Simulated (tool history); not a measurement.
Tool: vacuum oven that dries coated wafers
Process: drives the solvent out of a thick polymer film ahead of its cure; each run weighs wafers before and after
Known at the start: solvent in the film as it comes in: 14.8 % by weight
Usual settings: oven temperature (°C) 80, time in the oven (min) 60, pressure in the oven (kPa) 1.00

run   hour  oven temperature (°C)  time in the oven (min)  pressure in the oven (kPa)  solvent left in the film (%)
  1    0.0                     80                      60                        1.00                          0.91
  2   24.5                     80                      60                        1.00                          0.94
  3   48.6                     80                      60                        1.00                          0.95
  4   73.6                     80                      60                        1.00                          0.98
  5   85.0                     80                      60                        1.00                          0.95
  6  109.8                     80                      60                        1.00                          1.00
  7  122.2                     72                      39                        1.62                          4.19
  8  135.8                     93                      60                        3.27                          0.87
  9  150.8                     81                      76                        1.00                          0.64
 10  171.2                     81                      76                        1.00                          0.64
 11  189.9                     81                      54                        3.85                          2.09

Run 12 comes next. What will it give?
 12  206.9                     66                      95                        3.85                             ?

solvent left in the film (%): 4.15
Without the tool's hidden state the same run would have given solvent left in the film (%) 3.58.

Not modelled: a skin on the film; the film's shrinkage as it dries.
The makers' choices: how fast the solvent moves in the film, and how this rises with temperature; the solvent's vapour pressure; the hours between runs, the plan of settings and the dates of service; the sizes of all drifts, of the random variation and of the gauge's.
